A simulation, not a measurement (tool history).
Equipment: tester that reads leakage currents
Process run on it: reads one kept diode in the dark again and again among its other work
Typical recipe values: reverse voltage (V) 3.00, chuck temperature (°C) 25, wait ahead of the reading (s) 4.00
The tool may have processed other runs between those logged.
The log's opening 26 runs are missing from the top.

run	hour	reverse voltage (V)	chuck temperature (°C)	wait ahead of the reading (s)	hours of work since the probe card was cleaned	hours of work since the tester was calibrated	hours of work since the chuck was calibrated	current that the tester gives (pA)
27	766.0	1.02	40	3.14	727	1316	148	285.34
28	784.7	2.31	50	4.00	741	1331	162	1056.87
29	824.4	12.87	24	0.34	771	1361	192	286.47
30	855.3	1.43	27	0.34	795	1384	215	106.31
31	873.6	10.89	25	0.92	809	1398	229	278.59
32	896.7	1.73	22	7.50	826	1415	247	72.28
33	921.1	17.56	30	0.51	845	1434	265	581.87
34	961.1	17.56	30	0.51	875	1464	296	579.23
35	987.5	10.52	30	1.47	895	1484	316	425.06
36	1026.9	2.41	33	9.61	925	1514	346	243.05
37	1058.1	2.41	33	9.61	948	1538	369	243.81
38	1090.9	4.36	44	9.61	973	1563	394	893.36
39	1132.1	8.38	20	0.58	1005	1594	425	149.05
40	1148.8	8.38	20	0.58	1017	1606	438	149.66

Forecast each of these 4 alternatives for the next run:
A	1176.1	6.95	59	0.38	1038	1627	459	?
B	1176.1	2.03	26	2.06	1038	1627	459	?
C	1176.1	3.00	55	4.00	1038	1627	459	?
D	1176.1	10.87	59	1.56	1038	1627	459	?

run	current that the tester gives (pA)
A	3921.09
B	114.64
C	1785.99
D	5035.01
Take away the tool's hidden state, keep each run's random variation, and the runs would have read:
run	current that the tester gives (pA)
A	3971.50
B	115.50
C	1810.30
D	5098.50

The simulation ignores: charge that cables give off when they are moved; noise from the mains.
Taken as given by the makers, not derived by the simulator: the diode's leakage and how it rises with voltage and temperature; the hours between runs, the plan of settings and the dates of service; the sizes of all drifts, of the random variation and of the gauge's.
